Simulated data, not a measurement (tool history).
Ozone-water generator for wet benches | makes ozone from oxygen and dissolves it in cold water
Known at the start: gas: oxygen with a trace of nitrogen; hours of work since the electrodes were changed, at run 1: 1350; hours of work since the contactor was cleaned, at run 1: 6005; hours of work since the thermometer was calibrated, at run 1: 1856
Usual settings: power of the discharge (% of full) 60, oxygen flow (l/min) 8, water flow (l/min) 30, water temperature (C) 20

run    hour  power of the discharge (% of full)  oxygen flow (l/min)  water flow (l/min)  water temperature (C)  hours of work since the electrodes were changed  hours of work since the contactor was cleaned  hours of work since the thermometer was calibrated  dissolved ozone (ppm)  ozone in the gas ahead of the water (g/m3)
  1       0                                  60                    8                  30                     20                                             1350                                           6005                                                1856                   26.6                                       238.7
  2    58.3                                  60                    8                  26                     20                                             1403                                           6058                                                1909                   29.3                                       235.4
  3   115.9                                  60                    8                  30                     20                                             1455                                           6110                                                1961                   26.8                                       238.1
  4   165.3                                  52                    8                  30                     20                                             1499                                           6155                                                2006                   24.5                                       218.1
  5   207.8                                  60                    8                  30                     20                                             1538                                           6193                                                2044                   26.7                                       237.5
  6   247.7                                  60                    8                  34                     20                                             1574                                           6229                                                2080                   24.4                                       235.5
  7   305.4                                  60                    8                  30                     20                                             1626                                           6282                                                2133                   26.9                                       237.4
  8     342                                  72                    8                  30                     20                                             1659                                           6315                                                2166                   29.4                                       263.8
  9   383.3                                  72                  6.6                  30                     20                                             1697                                           6352                                                2203                   29.6                                         295
 10   418.4                                  60                    8                  30                     20                                             1728                                           6384                                                2235                   26.6                                       236.7
 11   473.2                                  60                    8                  30                     20                                             1778                                           6433                                                2284                   26.5                                       237.9
 12   497.9                                  60                    8                  30                     20                                             1800                                           6456                                                2307                   26.8                                       238.1
 13   542.1                                  60                    8                  30                     20                                             1840                                           6496                                                2347                   26.7                                         237
 14   598.8                                  60                    8                  30                     20                                             1891                                           6547                                                2398                   26.3                                       235.7
 15   631.2                                  60                    8                  30                     20                                             1921                                           6576                                                2427                   26.5                                       235.8
 16   678.6                                  60                    8                  30                     20                                             1964                                           6619                                                2470                   26.5                                       234.6
 17     715                                  60                 8.31                  39                     20                                             1997                                           6652                                                2503                   21.9                                       231.1
      724.3  -- contactor cleaned
 18   768.5                                  60                    8                  19                     12                                             2041                                             40                                                2548                   40.1                                         237
 19   800.3                                  91                    8                  19                     13                                             2070                                             69                                                2577                   49.7                                       300.4
 20   851.7                                  91                    8                  19                     13                                             2117                                            115                                                2623                   50.5                                       300.7
        876  -- contactor cleaned, once more
 21   913.2                                  91                    8                  19                     13                                             2169                                             34                                                2675                   50.9                                       299.3
 22   944.6                                  60                 5.59                  30                     28                                             2197                                             62                                                2704                   24.4                                         286
 23   980.9                                  87                 5.59                  47                     28                                             2230                                             95                                                2736                   21.4                                       356.4
 24  1019.9                                  87                 5.59                  47                     28                                             2265                                            130                                                2772                   20.9                                       356.7
 25  1047.9                                  87                 5.59                  23                     20                                             2290                                            156                                                2797                   40.7                                       361.5
 26  1097.8                                  87                 5.59                  23                     20                                             2336                                            201                                                2842                   40.8                                         357
 27  1149.8                                  87                 5.59                  23                     20                                             2383                                            248                                                2889                   40.3                                       357.2
 28  1208.5                                  87                 5.59                  23                     20                                             2436                                            301                                                2942                   40.8                                         358

The next listed run, before its measurement:
 29  1260.7                                  87                 5.59                  23                     20                                             2483                                            348                                                2989                      ?                                           ?

dissolved ozone (ppm): 40.5
ozone in the gas ahead of the water (g/m3): 355.8
Without the tool's hidden state the same run would have given dissolved ozone (ppm) 42.6, ozone in the gas ahead of the water (g/m3) 370.2.

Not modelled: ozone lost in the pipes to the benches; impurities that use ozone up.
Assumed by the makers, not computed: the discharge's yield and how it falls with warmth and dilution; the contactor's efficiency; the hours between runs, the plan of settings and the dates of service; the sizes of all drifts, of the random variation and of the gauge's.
